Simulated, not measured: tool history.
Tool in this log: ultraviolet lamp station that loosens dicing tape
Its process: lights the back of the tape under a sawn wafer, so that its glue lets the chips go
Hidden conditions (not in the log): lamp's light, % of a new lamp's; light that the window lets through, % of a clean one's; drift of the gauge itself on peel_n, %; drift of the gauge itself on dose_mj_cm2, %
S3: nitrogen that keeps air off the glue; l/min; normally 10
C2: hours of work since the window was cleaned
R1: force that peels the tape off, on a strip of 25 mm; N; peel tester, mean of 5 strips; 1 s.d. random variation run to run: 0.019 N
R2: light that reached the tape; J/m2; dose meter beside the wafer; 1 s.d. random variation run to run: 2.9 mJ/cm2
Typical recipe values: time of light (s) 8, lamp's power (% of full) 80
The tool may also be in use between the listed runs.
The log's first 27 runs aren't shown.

{"run": 28, "hour": 1711.0, "time of light (s)": 14, "lamp's power (% of full)": 63, "S3": 10, "hours of work of the lamp": 88, "C2": 84, "R1": 0.517, "R2": 5660}
{"run": 29, "hour": 1764.7, "time of light (s)": 7, "lamp's power (% of full)": 62, "S3": 10, "hours of work of the lamp": 116, "C2": 113, "R1": 1.932, "R2": 2730}
{"run": 30, "hour": 1832.2, "time of light (s)": 7, "lamp's power (% of full)": 62, "S3": 10, "hours of work of the lamp": 152, "C2": 148, "R1": 1.985, "R2": 2720}
{"run": 31, "hour": 1909.9, "time of light (s)": 7, "lamp's power (% of full)": 62, "S3": 10, "hours of work of the lamp": 193, "C2": 189, "R1": 2.124, "R2": 2670}
{"run": 32, "hour": 2004.7, "time of light (s)": 8, "lamp's power (% of full)": 80, "S3": 10, "hours of work of the lamp": 243, "C2": 239, "R1": 1.162, "R2": 3870}
{"run": 33, "hour": 2084.0, "time of light (s)": 8, "lamp's power (% of full)": 80, "S3": 10, "hours of work of the lamp": 285, "C2": 281, "R1": 1.18, "R2": 3740}
{"run": 34, "hour": 2150.5, "time of light (s)": 8, "lamp's power (% of full)": 80, "S3": 10, "hours of work of the lamp": 320, "C2": 316, "R1": 1.239, "R2": 3670}
{"run": 35, "hour": 2213.2, "time of light (s)": 8, "lamp's power (% of full)": 80, "S3": 10, "hours of work of the lamp": 353, "C2": 349, "R1": 1.222, "R2": 3680}
{"run": 36, "hour": 2265.9, "time of light (s)": 15, "lamp's power (% of full)": 80, "S3": 4, "hours of work of the lamp": 381, "C2": 377, "R1": 0.789, "R2": 6770}
{"run": 37, "hour": 2305.4, "time of light (s)": 8, "lamp's power (% of full)": 95, "S3": 4, "hours of work of the lamp": 402, "C2": 398, "R1": 1.862, "R2": 4230}
{"run": 38, "hour": 2392.8, "time of light (s)": 8, "lamp's power (% of full)": 74, "S3": 7, "hours of work of the lamp": 448, "C2": 444, "R1": 1.918, "R2": 3240}
{"run": 39, "hour": 2486.1, "time of light (s)": 8, "lamp's power (% of full)": 80, "S3": 4, "hours of work of the lamp": 497, "C2": 493, "R1": 2.415, "R2": 3410}
{"run": 40, "hour": 2539.8, "time of light (s)": 8, "lamp's power (% of full)": 80, "S3": 4, "hours of work of the lamp": 525, "C2": 522, "R1": 2.425, "R2": 3420}
{"run": 41, "hour": 2595.5, "time of light (s)": 8, "lamp's power (% of full)": 64, "S3": 10, "hours of work of the lamp": 555, "C2": 551, "R1": 2.018, "R2": 2660}
{"run": 42, "hour": 2644.9, "time of light (s)": 8, "lamp's power (% of full)": 83, "S3": 10, "hours of work of the lamp": 581, "C2": 577, "R1": 1.409, "R2": 3440}
{"hour": 2665.2, "done": "window cleaned of glue's vapour"}
{"run": 43, "hour": 2687.8, "time of light (s)": 6, "lamp's power (% of full)": 65, "S3": 4, "hours of work of the lamp": 603, "C2": 12, "R1": 3.888, "R2": 2160}

Consider 3 possible next runs. They are alternatives, not a sequence: every one starts from the tool as it was left by run 43. What does each give?
{"run": "A", "hour": 2740.5, "time of light (s)": 16, "lamp's power (% of full)": 62, "S3": 12, "hours of work of the lamp": 631, "C2": 40, "R1": "?", "R2": "?"}
{"run": "B", "hour": 2740.5, "time of light (s)": 14, "lamp's power (% of full)": 65, "S3": 4, "hours of work of the lamp": 631, "C2": 40, "R1": "?", "R2": "?"}
{"run": "C", "hour": 2740.5, "time of light (s)": 10, "lamp's power (% of full)": 65, "S3": 4, "hours of work of the lamp": 631, "C2": 40, "R1": "?", "R2": "?"}

run=A R1=0.501 R2=5280
run=B R1=1.458 R2=4930
run=C R1=2.359 R2=3490
Take away the tool's hidden state, keep each run's random variation, and the runs would have read:
run=A R1=0.301 R2=6620
run=B R1=0.973 R2=6160
run=C R1=1.743 R2=4370
